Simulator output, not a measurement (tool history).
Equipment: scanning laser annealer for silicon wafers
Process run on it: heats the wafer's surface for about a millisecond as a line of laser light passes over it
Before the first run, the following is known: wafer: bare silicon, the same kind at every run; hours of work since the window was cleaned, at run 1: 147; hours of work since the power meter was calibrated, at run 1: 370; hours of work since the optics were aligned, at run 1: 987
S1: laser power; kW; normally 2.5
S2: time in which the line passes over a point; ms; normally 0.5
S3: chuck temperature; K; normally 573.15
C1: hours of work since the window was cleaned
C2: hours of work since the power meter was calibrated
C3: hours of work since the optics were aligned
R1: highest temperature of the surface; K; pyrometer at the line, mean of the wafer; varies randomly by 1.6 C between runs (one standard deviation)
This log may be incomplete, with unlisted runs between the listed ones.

{"run": 1, "hour": 0.0, "S1": 2.5, "S2": 0.5, "S3": 573.15, "C1": 147, "C2": 370, "C3": 987, "R1": 1347.15}
{"run": 2, "hour": 45.8, "S1": 2.5, "S2": 0.5, "S3": 573.15, "C1": 171, "C2": 395, "C3": 1012, "R1": 1347.15}
{"run": 3, "hour": 87.1, "S1": 2.5, "S2": 0.5, "S3": 573.15, "C1": 193, "C2": 417, "C3": 1034, "R1": 1343.15}
{"run": 4, "hour": 115.7, "S1": 2.5, "S2": 0.5, "S3": 573.15, "C1": 209, "C2": 432, "C3": 1050, "R1": 1340.15}
{"run": 5, "hour": 153.4, "S1": 2.5, "S2": 0.426, "S3": 573.15, "C1": 229, "C2": 453, "C3": 1070, "R1": 1274.15}
{"run": 6, "hour": 189.8, "S1": 2.5, "S2": 0.5, "S3": 573.15, "C1": 249, "C2": 472, "C3": 1090, "R1": 1337.15}
{"run": 7, "hour": 221.8, "S1": 2.5, "S2": 0.5, "S3": 573.15, "C1": 266, "C2": 489, "C3": 1107, "R1": 1336.15}
{"run": 8, "hour": 262.4, "S1": 2.5, "S2": 0.5, "S3": 573.15, "C1": 288, "C2": 511, "C3": 1129, "R1": 1336.15}
{"run": 9, "hour": 298.3, "S1": 2.5, "S2": 0.564, "S3": 552.15, "C1": 307, "C2": 531, "C3": 1148, "R1": 1370.15}
{"hour": 339.3, "done": "window over the wafer cleaned"}
{"run": 10, "hour": 347.0, "S1": 2.5, "S2": 0.5, "S3": 566.15, "C1": 4, "C2": 556, "C3": 1173, "R1": 1341.15}
{"hour": 355.0, "done": "optics aligned, line set to its width"}
{"run": 11, "hour": 379.9, "S1": 2.359, "S2": 0.422, "S3": 563.15, "C1": 19, "C2": 571, "C3": 13, "R1": 1236.15}
{"run": 12, "hour": 433.6, "S1": 2.359, "S2": 0.422, "S3": 563.15, "C1": 48, "C2": 600, "C3": 42, "R1": 1233.15}
{"run": 13, "hour": 485.5, "S1": 2.373, "S2": 0.547, "S3": 587.15, "C1": 76, "C2": 628, "C3": 70, "R1": 1370.15}

Across each entry between runs, compare the hidden state at the last listed run before it with the hidden state at the first listed run after it:
Runs 9 to 10: window over the wafer cleaned (hour 339.3)
  light that passes the window, % of a clean one's: 97.53 -> 99.82; width of the line over the set one, %: 2.86 -> 2.91
  the result without the hidden state subtracted from the measured one, R1: -31 -> -12 K
Runs 10 to 11: optics aligned, line set to its width (hour 355)
  light that passes the window, % of a clean one's: 99.82 -> 99.7; width of the line over the set one, %: 2.91 -> 0.17
  the result without the hidden state subtracted from the measured one, R1: -12 -> -4 K
